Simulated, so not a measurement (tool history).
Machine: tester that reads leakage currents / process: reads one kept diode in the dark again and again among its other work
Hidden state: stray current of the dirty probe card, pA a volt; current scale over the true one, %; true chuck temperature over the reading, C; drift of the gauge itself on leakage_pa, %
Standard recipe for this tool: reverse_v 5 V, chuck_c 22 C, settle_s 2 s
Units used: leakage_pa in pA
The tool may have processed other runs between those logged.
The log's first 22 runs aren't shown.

| run | hour | reverse_v | chuck_c | settle_s | hours of work since the probe card was cleaned | hours of work since the tester was calibrated | hours of work since the chuck was calibrated | leakage_pa |
|---|---|---|---|---|---|---|---|---|
| 23 | 637.6 | 2.22 | 48 | 2 | 985 | 903 | 293 | 752.58 |
| 24 | 672.9 | 9.87 | 22 | 0.71 | 1003 | 921 | 311 | 196.94 |
| 25 | 711.9 | 9.87 | 22 | 0.71 | 1024 | 942 | 332 | 198.05 |
| 26 | 742.9 | 9.87 | 22 | 0.71 | 1040 | 959 | 349 | 197.63 |
| 27 | 765.6 | 9.87 | 22 | 0.71 | 1052 | 971 | 361 | 196.75 |
| 28 | 788.8 | 13.24 | 23 | 1.29 | 1065 | 983 | 373 | 241.27 |
| 29 | 825.7 | 13.24 | 23 | 4.42 | 1084 | 1002 | 392 | 238.59 |
| 30 | 844.4 | 13.24 | 23 | 4.42 | 1094 | 1012 | 402 | 240.23 |
| 31 | 877.4 | 13.24 | 23 | 4.42 | 1112 | 1030 | 420 | 239.84 |
| 32 | 908.7 | 13.24 | 23 | 4.42 | 1128 | 1046 | 437 | 239.63 |
| 33 | 931.6 | 2.58 | 47 | 9.59 | 1141 | 1059 | 449 | 735.12 |
| 34 | 950.6 | 5.85 | 27 | 1.08 | 1151 | 1069 | 459 | 230.48 |
| 35 | 977.7 | 17.15 | 21 | 0.38 | 1165 | 1083 | 473 | 247.24 |
| 36 | 1003.3 | 17.15 | 21 | 0.38 | 1179 | 1097 | 487 | 247.4 |
| 37 | 1023.1 | 10.66 | 22 | 2 | 1189 | 1107 | 497 | 204.49 |
| 38 | 1062.1 | 5 | 34 | 2 | 1210 | 1128 | 518 | 363.11 |
| 39 | 1100.7 | 5 | 58 | 3.69 | 1230 | 1148 | 538 | 1992.14 |
| 40 | 1133.3 | 2.44 | 40 | 0.5 | 1248 | 1166 | 556 | 432.69 |

Each row is a separate what-if for the run after 40, all from the same tool condition, not one after another. Results?
| A | 1166.7 | 8.35 | 35 | 2 | 1265 | 1183 | 573 | ? |
| B | 1166.7 | 3.76 | 40 | 0.5 | 1265 | 1183 | 573 | ? |
| C | 1166.7 | 2.44 | 38 | 0.5 | 1265 | 1183 | 573 | ? |
| D | 1166.7 | 3.97 | 40 | 1.73 | 1265 | 1183 | 573 | ? |

| run | leakage_pa |
|---|---|
| A | 478.7 |
| B | 511.91 |
| C | 373.84 |
| D | 519.35 |
What these runs would have given with no unlogged condition in the tool:
| run | leakage_pa |
|---|---|
| A | 476.73 |
| B | 523.63 |
| C | 383.48 |
| D | 530.9 |
